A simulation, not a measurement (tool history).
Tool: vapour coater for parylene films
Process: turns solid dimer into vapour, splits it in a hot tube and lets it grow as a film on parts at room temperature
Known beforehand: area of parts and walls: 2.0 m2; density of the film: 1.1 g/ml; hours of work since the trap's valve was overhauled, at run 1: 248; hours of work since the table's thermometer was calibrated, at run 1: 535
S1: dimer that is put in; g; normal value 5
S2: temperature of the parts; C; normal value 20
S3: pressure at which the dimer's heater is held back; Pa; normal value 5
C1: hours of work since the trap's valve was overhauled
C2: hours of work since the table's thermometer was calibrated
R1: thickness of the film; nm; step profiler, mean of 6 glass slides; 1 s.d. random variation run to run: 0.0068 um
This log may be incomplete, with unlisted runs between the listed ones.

| run | day | S1 | S2 | S3 | C1 | C2 | R1 |
|---|---|---|---|---|---|---|---|
| 1 | 0 | 5 | 20 | 5 | 248 | 535 | 1079 |
| 2 | 0.612 | 5 | 20 | 5 | 260 | 547 | 1077 |
| 3 | 1.121 | 4 | 20 | 5 | 270 | 557 | 862 |
| 4 | 2.158 | 4 | 20 | 5 | 290 | 577 | 855 |
| 5 | 2.667 | 4 | 20 | 5 | 300 | 587 | 866 |
| 6 | 3.533 | 4 | 20 | 5 | 317 | 604 | 857 |
| 7 | 4.067 | 4 | 20 | 5 | 327 | 614 | 864 |
| 8 | 4.767 | 4 | 20 | 5 | 341 | 628 | 857 |
| 9 | 5.475 | 4 | 14 | 5 | 354 | 642 | 968 |
| 10 | 6.529 | 4 | 14 | 5 | 375 | 662 | 967 |
| 11 | 7.371 | 4 | 14 | 5 | 391 | 679 | 971 |
| 12 | 8.183 | 4 | 14 | 5 | 407 | 694 | 960 |
| 13 | 8.646 | 4 | 14 | 5 | 416 | 703 | 956 |
| 14 | 9.471 | 4 | 14 | 5 | 432 | 720 | 952 |
| 15 | 10.317 | 5 | 20 | 5.04 | 449 | 736 | 1039 |
| 16 | 10.971 | 5 | 20 | 5.04 | 462 | 749 | 1046 |
| 17 | 11.929 | 5 | 20 | 5.04 | 480 | 767 | 1026 |
| 18 | 12.892 | 5 | 20 | 5.04 | 499 | 786 | 1033 |
| 19 | 13.508 | 5 | 20 | 5.04 | 511 | 798 | 1020 |
|  | 13.738 | trap's valve overhauled |
| 20 | 14.542 | 6 | 20 | 5 | 16 | 815 | 1356 |
| 21 | 15.317 | 6 | 20 | 5 | 31 | 830 | 1334 |
| 22 | 15.946 | 6 | 20 | 3.83 | 43 | 843 | 1421 |
| 23 | 16.783 | 6 | 20 | 3.83 | 59 | 859 | 1417 |
| 24 | 17.308 | 6 | 20 | 3.83 | 70 | 869 | 1414 |
| 25 | 17.85 | 9 | 15 | 2.1 | 80 | 880 | 2730 |
| 26 | 18.604 | 4 | 20 | 2.79 | 95 | 894 | 1011 |
| 27 | 19.125 | 4 | 30 | 2.51 | 105 | 905 | 821 |
| 28 | 19.946 | 4 | 30 | 2.51 | 121 | 921 | 830 |
| 29 | 20.404 | 4 | 30 | 2.51 | 130 | 929 | 817 |
| 30 | 21.25 | 4 | 30 | 2.51 | 147 | 946 | 820 |
| 31 | 22.333 | 5 | 20 | 2.19 | 168 | 967 | 1316 |
| 32 | 22.925 | 5 | 27 | 4.86 | 179 | 979 | 923 |
| 33 | 23.567 | 5 | 27 | 4.86 | 192 | 991 | 928 |
| 34 | 24.146 | 2 | 29 | 2.7 | 203 | 1002 | 409 |
| 35 | 25.079 | 3 | 20 | 2.7 | 221 | 1021 | 747 |
| 36 | 26.183 | 6 | 24 | 6.37 | 243 | 1042 | 1109 |

What does the tool deliver on the next run?
| 37 | 27.221 | 9 | 20 | 5.19 | 263 | 1062 | ? |

Logged for run 37: R1 1909 nm.
If the tool had no hidden condition, the same run with the same run-to-run variation would have returned R1 2033 nm.

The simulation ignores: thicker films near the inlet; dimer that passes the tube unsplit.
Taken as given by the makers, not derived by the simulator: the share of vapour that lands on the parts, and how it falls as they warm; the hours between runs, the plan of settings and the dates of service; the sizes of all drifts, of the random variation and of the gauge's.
